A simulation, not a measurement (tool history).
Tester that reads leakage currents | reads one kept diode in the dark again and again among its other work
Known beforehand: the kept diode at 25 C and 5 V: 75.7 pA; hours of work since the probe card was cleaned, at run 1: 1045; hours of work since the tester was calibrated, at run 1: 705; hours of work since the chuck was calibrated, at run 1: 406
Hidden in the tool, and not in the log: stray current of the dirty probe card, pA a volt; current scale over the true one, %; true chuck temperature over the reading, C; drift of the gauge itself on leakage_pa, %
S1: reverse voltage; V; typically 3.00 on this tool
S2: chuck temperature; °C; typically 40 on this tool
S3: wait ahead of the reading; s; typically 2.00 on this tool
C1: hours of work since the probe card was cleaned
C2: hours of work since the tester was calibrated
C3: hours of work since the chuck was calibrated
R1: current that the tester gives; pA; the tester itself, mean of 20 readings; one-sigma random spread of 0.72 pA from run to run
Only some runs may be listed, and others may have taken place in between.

run,day,S1,S2,S3,C1,C2,C3,R1
1,0.000,3.00,40,2.00,1045,705,406,250.03
2,1.608,3.00,40,2.00,1065,725,427,250.14
3,3.338,3.00,22,2.00,1088,748,449,52.08
4,4.212,3.00,22,2.00,1099,759,461,52.52
5,5.854,1.11,40,2.00,1120,780,482,181.86
6,6.883,1.11,40,2.00,1133,793,495,182.22
7,7.900,3.00,29,2.00,1146,807,508,98.39
8,9.671,3.00,29,2.00,1169,829,531,99.31
9,10.883,3.00,29,2.00,1185,845,546,99.72
10,12.096,3.00,29,2.00,1200,860,562,99.47
11,13.679,3.00,29,2.00,1221,881,582,100.54
12,15.188,3.00,27,2.00,1240,900,602,84.35
13,16.008,3.00,22,2.00,1251,911,612,53.35
14,17.371,3.00,22,2.00,1268,928,630,53.83
# day 18.288: chuck's temperature calibrated
15,18.288,3.00,40,2.98,1279,939,0,239.35
16,19.542,3.00,40,2.98,1295,955,16,239.41
17,20.958,9.67,40,2.00,1313,974,34,357.40
18,22.733,9.67,40,2.00,1336,996,57,358.08
19,24.300,11.12,40,2.00,1356,1017,77,376.69
20,25.796,11.12,20,2.00,1376,1036,97,67.77
21,26.600,11.35,40,2.00,1386,1046,107,379.22
22,28.129,15.60,35,2.37,1406,1066,127,280.75
23,29.017,15.60,60,2.37,1417,1077,138,2009.33
24,29.992,3.00,33,4.13,1430,1090,151,135.99
25,31.612,3.00,33,4.13,1451,1111,172,135.25
26,33.208,7.13,33,0.37,1471,1131,192,186.86
27,34.938,7.13,23,2.90,1493,1153,214,76.18
28,35.788,7.13,23,2.90,1504,1164,225,75.89
29,37.062,7.13,23,2.90,1521,1181,242,76.22
30,38.046,10.90,43,6.43,1533,1194,254,487.83
31,39.483,1.40,43,1.80,1552,1212,273,246.00
32,41.038,1.39,40,6.00,1572,1232,293,192.30
33,42.642,3.30,41,1.44,1593,1253,314,279.67
34,43.554,6.90,41,3.13,1604,1264,325,358.56
35,44.704,6.90,41,3.13,1619,1279,340,360.04
36,46.246,7.40,40,2.55,1639,1299,360,337.11
37,47.908,1.30,44,2.00,1660,1320,381,263.17
38,49.354,1.30,44,2.00,1679,1339,400,264.97
39,50.375,1.30,44,2.00,1692,1352,413,265.43

Alternative continuations, all from the tool just after run 39; predict every row:
A,51.275,1.30,37,2.00,1704,1364,425,?
B,51.275,1.35,21,0.46,1704,1364,425,?
C,51.275,10.49,40,1.26,1704,1364,425,?

run,R1
A,148.31
B,37.05
C,387.75
What these runs would have given with no unlogged condition in the tool:
run,R1
A,139.97
B,34.47
C,363.82
